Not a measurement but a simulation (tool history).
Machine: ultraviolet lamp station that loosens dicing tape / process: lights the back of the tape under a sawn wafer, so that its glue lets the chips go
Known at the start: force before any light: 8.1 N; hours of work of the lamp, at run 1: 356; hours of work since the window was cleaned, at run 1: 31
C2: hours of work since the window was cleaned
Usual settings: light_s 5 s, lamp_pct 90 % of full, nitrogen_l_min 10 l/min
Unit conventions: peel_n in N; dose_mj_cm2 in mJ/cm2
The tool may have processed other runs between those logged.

Run 1, hour 0: usual settings; hours of work of the lamp 356; C2 31. Result: peel_n 0.36 N, dose_mj_cm2 418 mJ/cm2.
Run 2, hour 23: usual settings but light_s 9 s; hours of work of the lamp 369; C2 45. Result: peel_n 0.17 N, dose_mj_cm2 752 mJ/cm2.
Run 3, hour 52.3: usual settings but light_s 9 s; hours of work of the lamp 387; C2 62. Result: peel_n 0.174 N, dose_mj_cm2 748 mJ/cm2.
Run 4, hour 75.2: usual settings but light_s 9 s, nitrogen_l_min 3 l/min; hours of work of the lamp 400; C2 76. Result: peel_n 0.213 N, dose_mj_cm2 745 mJ/cm2.
Run 5, hour 102.1: usual settings but light_s 9 s, nitrogen_l_min 3 l/min; hours of work of the lamp 416; C2 92. Result: peel_n 0.225 N, dose_mj_cm2 739 mJ/cm2.
Run 6, hour 122.4: usual settings but nitrogen_l_min 6 l/min; hours of work of the lamp 428; C2 104. Result: peel_n 0.49 N, dose_mj_cm2 411 mJ/cm2.
Run 7, hour 150.3: usual settings but nitrogen_l_min 6 l/min; hours of work of the lamp 445; C2 121. Result: peel_n 0.479 N, dose_mj_cm2 408 mJ/cm2.
Run 8, hour 173.9: usual settings but nitrogen_l_min 6 l/min; hours of work of the lamp 459; C2 135. Result: peel_n 0.521 N, dose_mj_cm2 408 mJ/cm2.
Run 9, hour 195.3: usual settings; hours of work of the lamp 472; C2 148. Result: peel_n 0.395 N, dose_mj_cm2 397 mJ/cm2.
Run 10, hour 210.6: usual settings; hours of work of the lamp 481; C2 157. Result: peel_n 0.394 N, dose_mj_cm2 404 mJ/cm2.
Run 11, hour 235.3: usual settings but nitrogen_l_min 17 l/min; hours of work of the lamp 496; C2 171. Result: peel_n 0.318 N, dose_mj_cm2 403 mJ/cm2.
Run 12, hour 263.6: usual settings but lamp_pct 69 % of full; hours of work of the lamp 513; C2 188. Result: peel_n 0.678 N, dose_mj_cm2 308 mJ/cm2.
Run 13, hour 286.2: usual settings but lamp_pct 69 % of full, nitrogen_l_min 4 l/min; hours of work of the lamp 526; C2 202. Result: peel_n 1.112 N, dose_mj_cm2 301 mJ/cm2.
Run 14, hour 299.2: usual settings but lamp_pct 69 % of full, nitrogen_l_min 4 l/min; hours of work of the lamp 534; C2 210. Result: peel_n 1.134 N, dose_mj_cm2 305 mJ/cm2.
Run 15, hour 314: usual settings but lamp_pct 83 % of full, nitrogen_l_min 4 l/min; hours of work of the lamp 543; C2 218. Result: peel_n 0.808 N, dose_mj_cm2 363 mJ/cm2.
Run 16, hour 340.2: usual settings but lamp_pct 83 % of full, nitrogen_l_min 4 l/min; hours of work of the lamp 558; C2 234. Result: peel_n 0.8 N, dose_mj_cm2 360 mJ/cm2.
Run 17, hour 363: usual settings but lamp_pct 63 % of full; hours of work of the lamp 572; C2 248. Result: peel_n 0.906 N, dose_mj_cm2 273 mJ/cm2.
Run 18, hour 384.5: usual settings but lamp_pct 63 % of full; hours of work of the lamp 585; C2 260. Result: peel_n 0.894 N, dose_mj_cm2 273 mJ/cm2.
Run 19, hour 413.3: usual settings; hours of work of the lamp 602; C2 278. Result: peel_n 0.419 N, dose_mj_cm2 389 mJ/cm2.
Run 20, hour 441: usual settings; hours of work of the lamp 618; C2 294. Result: peel_n 0.424 N, dose_mj_cm2 386 mJ/cm2.
Run 21, hour 457: usual settings; hours of work of the lamp 628; C2 304. Result: peel_n 0.444 N, dose_mj_cm2 383 mJ/cm2.
Run 22, hour 469.8: usual settings; hours of work of the lamp 635; C2 311. Result: peel_n 0.427 N, dose_mj_cm2 381 mJ/cm2.
Run 23, hour 498.9: usual settings; hours of work of the lamp 653; C2 329. Result: peel_n 0.433 N, dose_mj_cm2 379 mJ/cm2.
Run 24, hour 513: usual settings but light_s 6 s, lamp_pct 84 % of full, nitrogen_l_min 20 l/min; hours of work of the lamp 661; C2 337. Result: peel_n 0.26 N, dose_mj_cm2 421 mJ/cm2.
Run 25, hour 525.9: usual settings but lamp_pct 98 % of full, nitrogen_l_min 5 l/min; hours of work of the lamp 669; C2 345. Result: peel_n 0.543 N, dose_mj_cm2 411 mJ/cm2.
Run 26, hour 553.6: usual settings but light_s 3 s, lamp_pct 93 % of full, nitrogen_l_min 3 l/min; hours of work of the lamp 685; C2 361. Result: peel_n 1.945 N, dose_mj_cm2 234 mJ/cm2.
Run 27, hour 576.2: usual settings but light_s 9 s, lamp_pct 62 % of full, nitrogen_l_min 6 l/min; hours of work of the lamp 699; C2 375. Result: peel_n 0.355 N, dose_mj_cm2 465 mJ/cm2.
Run 28, hour 595.3: usual settings but light_s 7 s, lamp_pct 89 % of full, nitrogen_l_min 4 l/min; hours of work of the lamp 710; C2 386. Result: peel_n 0.381 N, dose_mj_cm2 518 mJ/cm2.
Run 29, hour 615.3: usual settings but light_s 7 s, lamp_pct 89 % of full, nitrogen_l_min 4 l/min; hours of work of the lamp 722; C2 398. Result: peel_n 0.391 N, dose_mj_cm2 516 mJ/cm2.
Run 30, hour 641.3: usual settings but light_s 7 s, lamp_pct 89 % of full, nitrogen_l_min 4 l/min; hours of work of the lamp 738; C2 413. Result: peel_n 0.367 N, dose_mj_cm2 515 mJ/cm2.
Run 31, hour 653.9: usual settings but light_s 6 s, lamp_pct 63 % of full; hours of work of the lamp 745; C2 421. Result: peel_n 0.697 N, dose_mj_cm2 309 mJ/cm2.
Run 32, hour 677.4: usual settings but light_s 6 s, lamp_pct 63 % of full; hours of work of the lamp 759; C2 435. Result: peel_n 0.692 N, dose_mj_cm2 308 mJ/cm2.
Run 33, hour 695.2: usual settings but light_s 7 s, lamp_pct 64 % of full; hours of work of the lamp 770; C2 446. Result: peel_n 0.483 N, dose_mj_cm2 366 mJ/cm2.
Run 34, hour 718.1: usual settings but light_s 3 s, lamp_pct 72 % of full, nitrogen_l_min 12 l/min; hours of work of the lamp 783; C2 459. Result: peel_n 1.823 N, dose_mj_cm2 175 mJ/cm2.
Run 35, hour 738.9: usual settings but nitrogen_l_min 3 l/min; hours of work of the lamp 796; C2 472. Result: peel_n 0.957 N, dose_mj_cm2 361 mJ/cm2.
Run 36, hour 761.2: usual settings but nitrogen_l_min 3 l/min; hours of work of the lamp 809; C2 485. Result: peel_n 0.934 N, dose_mj_cm2 365 mJ/cm2.
Run 37, hour 777.6: usual settings but lamp_pct 76 % of full, nitrogen_l_min 9 l/min; hours of work of the lamp 819; C2 495. Result: peel_n 0.746 N, dose_mj_cm2 307 mJ/cm2.
At hour 780.7: window cleaned of glue's vapour.
Run 38, hour 798.2: usual settings but lamp_pct 67 % of full, nitrogen_l_min 9 l/min; hours of work of the lamp 831; C2 10. Result: peel_n 0.835 N, dose_mj_cm2 280 mJ/cm2.
Run 39, hour 822.8: usual settings but light_s 6 s, nitrogen_l_min 3 l/min; hours of work of the lamp 846; C2 25. Result: peel_n 0.593 N, dose_mj_cm2 452 mJ/cm2.
Run 40, hour 837.8: usual settings but light_s 3 s, nitrogen_l_min 4 l/min; hours of work of the lamp 854; C2 34. Result: peel_n 1.786 N, dose_mj_cm2 226 mJ/cm2.
Run 41, hour 856.1: usual settings but light_s 4 s, lamp_pct 61 % of full, nitrogen_l_min 6 l/min; hours of work of the lamp 865; C2 45. Result: peel_n 1.817 N, dose_mj_cm2 205 mJ/cm2.
Run 42, hour 882.1: usual settings but light_s 4 s, lamp_pct 61 % of full, nitrogen_l_min 6 l/min; hours of work of the lamp 881; C2 60. Result: peel_n 1.784 N, dose_mj_cm2 203 mJ/cm2.
Run 43, hour 902.3: usual settings but light_s 4 s, lamp_pct 61 % of full, nitrogen_l_min 6 l/min; hours of work of the lamp 893; C2 72. Result: peel_n 1.888 N, dose_mj_cm2 201 mJ/cm2.

Here are 4 independent what-if runs from the current tool condition. What would each one return?
Run A, hour 930.6: usual settings but light_s 4 s, lamp_pct 81 % of full; hours of work of the lamp 910; C2 89. Result: peel_n ?, dose_mj_cm2 ?.
Run B, hour 930.6: usual settings but light_s 8 s; hours of work of the lamp 910; C2 89. Result: peel_n ?, dose_mj_cm2 ?.
Run C, hour 930.6: usual settings but light_s 4 s, lamp_pct 85 % of full, nitrogen_l_min 7 l/min; hours of work of the lamp 910; C2 89. Result: peel_n ?, dose_mj_cm2 ?.
Run D, hour 930.6: usual settings but light_s 9 s, lamp_pct 98 % of full; hours of work of the lamp 910; C2 89. Result: peel_n ?, dose_mj_cm2 ?.

run  peel_n  dose_mj_cm2
  A   0.919          266
  B   0.196          593
  C   1.013          278
  D   0.157          727
With no hidden state in the tool, these same runs would have given:
run  peel_n  dose_mj_cm2
  A   0.607          325
  B   0.164          726
  C   0.675          340
  D   0.146          889

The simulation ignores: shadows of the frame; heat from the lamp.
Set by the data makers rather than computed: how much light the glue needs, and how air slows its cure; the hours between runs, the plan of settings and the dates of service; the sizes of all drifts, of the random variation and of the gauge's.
